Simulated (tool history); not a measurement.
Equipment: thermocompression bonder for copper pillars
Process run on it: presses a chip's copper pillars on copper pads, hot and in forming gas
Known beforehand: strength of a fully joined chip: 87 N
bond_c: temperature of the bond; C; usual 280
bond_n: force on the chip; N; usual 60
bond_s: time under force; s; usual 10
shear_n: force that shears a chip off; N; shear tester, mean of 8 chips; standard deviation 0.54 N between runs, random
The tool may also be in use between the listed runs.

Run 1, day 0.000: usual settings. Result: shear_n 45.7 N.
Run 2, day 1.483: usual settings. Result: shear_n 46.1 N.
Run 3, day 2.875: usual settings. Result: shear_n 46.4 N.
Run 4, day 3.533: usual settings. Result: shear_n 46.2 N.
Run 5, day 5.096: usual settings but bond_c 295 C. Result: shear_n 54.8 N.
Run 6, day 5.929: usual settings but bond_c 295 C, bond_s 7 s. Result: shear_n 48.0 N.
Run 7, day 6.817: usual settings but bond_n 50 N. Result: shear_n 39.9 N.
At day 8.188: forming gas filter changed.
Run 8, day 8.233: usual settings but bond_n 50 N. Result: shear_n 41.3 N.
Run 9, day 9.158: usual settings. Result: shear_n 47.5 N.
Run 10, day 9.992: usual settings but bond_c 275 C. Result: shear_n 44.9 N.
Run 11, day 10.804: usual settings but bond_c 275 C. Result: shear_n 45.1 N.
Run 12, day 11.725: usual settings. Result: shear_n 48.0 N.
Run 13, day 12.729: usual settings but bond_s 6 s. Result: shear_n 39.6 N.
Run 14, day 13.829: usual settings but bond_s 6 s. Result: shear_n 40.5 N.
At day 13.983: force cell calibrated.
Run 15, day 14.900: usual settings but bond_s 6 s. Result: shear_n 39.9 N.
Run 16, day 16.429: usual settings but bond_s 6 s. Result: shear_n 39.0 N.
Run 17, day 17.308: usual settings but bond_s 6 s. Result: shear_n 39.2 N.
Run 18, day 18.362: usual settings but bond_s 6 s. Result: shear_n 39.1 N.
At day 18.650: force cell calibrated, once more.
Run 19, day 19.625: usual settings but bond_s 6 s. Result: shear_n 39.0 N.
Run 20, day 20.825: usual settings but bond_s 6 s. Result: shear_n 38.8 N.
Run 21, day 22.304: usual settings but bond_s 6 s. Result: shear_n 39.4 N.
Run 22, day 23.229: usual settings but bond_c 278 C, bond_n 64 N, bond_s 5 s. Result: shear_n 37.1 N.
Run 23, day 24.479: usual settings but bond_c 278 C, bond_n 64 N, bond_s 5 s. Result: shear_n 36.9 N.
Run 24, day 25.571: usual settings but bond_c 276 C, bond_n 81 N. Result: shear_n 52.7 N.
Run 25, day 26.508: usual settings but bond_c 276 C, bond_n 61 N, bond_s 6 s. Result: shear_n 37.9 N.
Run 26, day 27.925: usual settings but bond_n 73 N, bond_s 12 s. Result: shear_n 55.6 N.
Run 27, day 29.488: usual settings but bond_c 303 C, bond_n 73 N, bond_s 11 s. Result: shear_n 65.6 N.
Run 28, day 30.367: usual settings but bond_c 307 C. Result: shear_n 58.8 N.
At day 30.483: forming gas filter changed.
Run 29, day 31.217: usual settings but bond_c 261 C, bond_n 68 N, bond_s 9 s. Result: shear_n 40.1 N.
Run 30, day 31.950: usual settings but bond_c 261 C, bond_n 68 N, bond_s 9 s. Result: shear_n 39.9 N.
Run 31, day 33.417: usual settings but bond_c 261 C, bond_n 68 N, bond_s 9 s. Result: shear_n 39.5 N.
Run 32, day 34.712: usual settings but bond_c 255 C, bond_n 46 N, bond_s 7 s. Result: shear_n 24.3 N.
Run 33, day 35.812: usual settings but bond_c 255 C, bond_n 46 N, bond_s 7 s. Result: shear_n 25.0 N.
Run 34, day 36.929: usual settings but bond_c 255 C, bond_n 46 N, bond_s 7 s. Result: shear_n 24.2 N.
Run 35, day 37.925: usual settings but bond_c 260 C. Result: shear_n 36.7 N.
Run 36, day 39.396: usual settings but bond_c 279 C, bond_n 68 N, bond_s 9 s. Result: shear_n 49.5 N.
Run 37, day 40.783: usual settings but bond_c 279 C, bond_n 68 N, bond_s 9 s. Result: shear_n 49.1 N.
Run 38, day 41.854: usual settings but bond_c 309 C, bond_n 68 N, bond_s 9 s. Result: shear_n 64.9 N.
Run 39, day 42.988: usual settings but bond_c 309 C, bond_n 68 N, bond_s 9 s. Result: shear_n 63.7 N.

3 ways to go on from here, each from the tool as it stands after run 39. What would each give?
Run A, day 43.796: usual settings but bond_c 276 C, bond_n 65 N. Result: shear_n ?.
Run B, day 43.796: usual settings but bond_c 304 C, bond_n 63 N, bond_s 7 s. Result: shear_n ?.
Run C, day 43.796: usual settings but bond_c 287 C. Result: shear_n ?.

run  shear_n
  A     47.8
  B     55.9
  C     51.7
Without the tool's hidden state the same runs would have given:
run  shear_n
  A     47.0
  B     55.6
  C     51.0
